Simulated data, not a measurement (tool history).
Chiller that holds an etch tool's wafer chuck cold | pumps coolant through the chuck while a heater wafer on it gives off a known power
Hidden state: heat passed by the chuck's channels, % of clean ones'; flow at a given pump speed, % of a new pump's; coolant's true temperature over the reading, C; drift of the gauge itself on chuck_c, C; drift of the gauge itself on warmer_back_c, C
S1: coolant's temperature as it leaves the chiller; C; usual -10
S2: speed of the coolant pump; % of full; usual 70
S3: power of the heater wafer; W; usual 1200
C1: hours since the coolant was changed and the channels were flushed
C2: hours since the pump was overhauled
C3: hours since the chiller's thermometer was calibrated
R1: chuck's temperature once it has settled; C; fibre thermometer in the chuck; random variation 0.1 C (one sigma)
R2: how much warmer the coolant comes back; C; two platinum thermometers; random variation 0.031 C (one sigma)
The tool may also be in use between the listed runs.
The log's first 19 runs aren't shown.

run,hour,S1,S2,S3,C1,C2,C3,R1,R2
20,1929.3,-9,95,1200,3924,7202,351,0.4,2.43
21,2042.8,-14,82,700,4037,7316,464,-8.1,1.71
22,2151.2,-3,65,705,4145,7424,573,3.8,2.25
23,2261.6,-10,72,1521,4256,7535,683,4.1,4.30
24,2332.6,-15,73,1395,4327,7606,754,-2.0,3.87
25,2463.8,-15,73,1395,4458,7737,885,-2.1,3.93
26,2577.6,-7,85,1579,4572,7851,999,6.1,3.78
27,2688.4,-10,70,894,4683,7961,1110,-1.6,2.65
28,2752.7,-10,78,1454,4747,8026,1174,3.0,3.76
29,2894.0,-10,89,970,4888,8167,1315,-2.2,2.19
30,3013.6,-5,84,1371,5008,8287,1435,6.8,3.40
31,3096.3,-10,70,956,5090,8369,1518,-0.9,2.86
32,3206.1,-10,70,956,5200,8479,1627,-0.8,2.90

Forecast each of these 4 alternatives for the next run:
A,3324.3,-17,70,1200,5318,8597,1746,?,?
B,3324.3,-3,70,888,5318,8597,1746,?,?
C,3324.3,-10,100,966,5318,8597,1746,?,?
D,3324.3,-7,70,1200,5318,8597,1746,?,?

run,R1,R2
A,-5.3,3.63
B,5.6,2.66
C,-2.6,1.91
D,4.5,3.55
Without the tool's hidden state the same runs would have given:
run,R1,R2
A,-7.3,3.09
B,4.2,2.26
C,-3.8,1.62
D,2.6,3.01
